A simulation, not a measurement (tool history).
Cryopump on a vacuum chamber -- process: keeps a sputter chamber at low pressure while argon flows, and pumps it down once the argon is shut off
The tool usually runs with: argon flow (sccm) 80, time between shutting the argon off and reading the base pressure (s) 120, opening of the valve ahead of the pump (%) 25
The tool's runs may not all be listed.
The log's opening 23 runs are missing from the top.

run     day  argon flow (sccm)  time between shutting the argon off and reading the base pressure (s)  opening of the valve ahead of the pump (%)  pressure while argon flows (Pa)  pressure after the wait (uPa)
 24  36.304                 64                                                                     32                                          25                           0.2553                           2.59
 25  38.075                 64                                                                     32                                          25                           0.2570                           2.60
 26  39.704                 64                                                                     32                                          25                           0.2596                           2.60
 27  41.079                 64                                                                     32                                          25                           0.2584                           2.61
 28  42.021                 64                                                                     32                                          25                           0.2583                           2.63
 29  43.100                 64                                                                     32                                          25                           0.2580                           2.71
 30  44.617                 64                                                                     32                                          25                           0.2585                           2.72
 31  45.617                 64                                                                     32                                          42                           0.1574                           2.72
 32  47.288                 64                                                                     32                                          42                           0.1593                           2.79
 33  49.458                 64                                                                     32                                          42                           0.1581                           2.80
 34  51.479                 45                                                                     32                                          57                           0.0854                           2.81

Here are 4 independent what-if runs from the current tool condition. What would each one return?
  A  52.442                 45                                                                     98                                          33                                ?                              ?
  B  52.442                104                                                                     42                                          57                                ?                              ?
  C  52.442                 51                                                                     38                                          25                                ?                              ?
  D  52.442                 91                                                                    278                                          57                                ?                              ?

run  pressure while argon flows (Pa)  pressure after the wait (uPa)
  A                           0.1411                           1.52
  B                           0.1938                           2.43
  C                           0.2078                           2.58
  D                           0.1717                           1.14
The same runs, with their run-to-run variation unchanged, on a tool lacking any hidden condition would have given:
run  pressure while argon flows (Pa)  pressure after the wait (uPa)
  A                           0.1333                           0.81
  B                           0.1758                           1.67
  C                           0.1989                           1.83
  D                           0.1558                           0.40

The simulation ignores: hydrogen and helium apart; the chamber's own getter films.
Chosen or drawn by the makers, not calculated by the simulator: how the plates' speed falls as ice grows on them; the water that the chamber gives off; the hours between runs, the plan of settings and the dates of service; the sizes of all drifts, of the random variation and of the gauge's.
